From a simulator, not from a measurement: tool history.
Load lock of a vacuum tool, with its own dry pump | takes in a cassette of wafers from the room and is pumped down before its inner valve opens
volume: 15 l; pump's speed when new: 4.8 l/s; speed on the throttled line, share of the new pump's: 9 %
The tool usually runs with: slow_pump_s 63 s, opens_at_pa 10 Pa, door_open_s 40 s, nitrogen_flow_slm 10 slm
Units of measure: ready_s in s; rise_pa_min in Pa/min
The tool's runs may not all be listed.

run	day	slow_pump_s	opens_at_pa	door_open_s	nitrogen_flow_slm	incoming humidity of the room's air, %	ready_s	rise_pa_min
1	0	63	10	40	10	41.7	86.3	0.33
2	5.308	63	10	40	10	44.9	86.8	0.356
3	13.958	72	10	40	10	42.9	93.6	0.371
4	19.308	72	10	187	10	43.1	94.2	0.455
5	30.017	72	10	187	10	44.9	93.5	0.479
6	41.275	72	10	187	10	44	93.7	0.509
# day 43.296: door's seal changed, seat wiped
7	53.25	72	10	187	10	44.2	96.2	0.141
8	60.475	63	10	40	10	46.6	87.3	0.087
9	68.379	63	10	40	10	45	86.4	0.091
10	78.029	63	15	40	10	42.3	84.9	0.096
11	89.771	63	10	40	10	46.3	87.5	0.113
12	101.983	63	10	40	10	42.3	86.8	0.12
13	110.725	63	10	71	10	44.3	86.5	0.155
14	122.933	63	13	40	10	44.7	86.8	0.151
15	130.5	63	10	40	9	45.4	86.8	0.165
16	141.654	63	10	40	9	44	87.3	0.18
17	151.896	63	10	69	9	50.2	86.7	0.226
18	158.729	63	10	39	10	45.4	88.4	0.208
19	167.383	63	10	39	6	43.4	87	0.236
20	174.942	63	10	90	6	46.5	87.5	0.277
21	184.471	63	10	90	6	46.3	88	0.303
22	194.467	63	10	90	6	44.5	88.6	0.33
23	202.342	63	20	27	6	45.8	85.9	0.305
24	212.475	63	20	27	6	44.1	85.9	0.319
25	219.288	63	20	27	6	49.3	85.4	0.349
26	230.762	63	20	27	6	43.5	85.5	0.373
27	236.579	111	10	177	10	46.1	132.3	0.453
28	241.554	111	10	177	10	46.5	131.7	0.464
29	253.371	52	12	61	14	45.1	77.7	0.424
# day 261.817: door's seal changed, seat wiped
30	261.817	52	12	61	14	44.4	78.2	0.08
31	272.967	63	10	40	9	46.7	89	0.09
32	284.808	63	12	155	8	41.6	88.5	0.144
33	294.388	36	10	40	28	48	65.2	0.073
34	303.604	63	10	88	4	46.9	89.6	0.166
35	312.233	67	10	38	34	45.8	93.5	0.086
36	320.117	102	8	38	34	44.6	126.2	0.093

Per-run results on a tool with no hidden state, each run keeping its own random variation:
The hidden state here: pump's speed, % of a new pump's; leak at the door's seal, Pa l/s; drift of the gauge itself on ready_s, %; drift of the gauge itself on rise_pa_min, %.
run	ready_s	rise_pa_min
1	86.6	0.068
2	87	0.078
3	93.7	0.074
4	94.3	0.142
5	93.5	0.138
6	93.6	0.14
7	96	0.138
8	87	0.079
9	85.9	0.076
10	84.4	0.072
11	86.8	0.079
12	86.1	0.072
13	85.7	0.097
14	85.8	0.076
15	85.8	0.082
16	86.1	0.08
17	85.4	0.105
18	87	0.076
19	85.5	0.086
20	85.9	0.118
21	86.3	0.124
22	86.8	0.119
23	84.2	0.08
24	84.1	0.071
25	83.6	0.08
26	83.6	0.073
27	130.5	0.146
28	129.8	0.144
29	75.2	0.078
30	75.6	0.082
31	86.3	0.084
32	85.8	0.13
33	62	0.053
34	86.5	0.135
35	90.3	0.047
36	123.3	0.044

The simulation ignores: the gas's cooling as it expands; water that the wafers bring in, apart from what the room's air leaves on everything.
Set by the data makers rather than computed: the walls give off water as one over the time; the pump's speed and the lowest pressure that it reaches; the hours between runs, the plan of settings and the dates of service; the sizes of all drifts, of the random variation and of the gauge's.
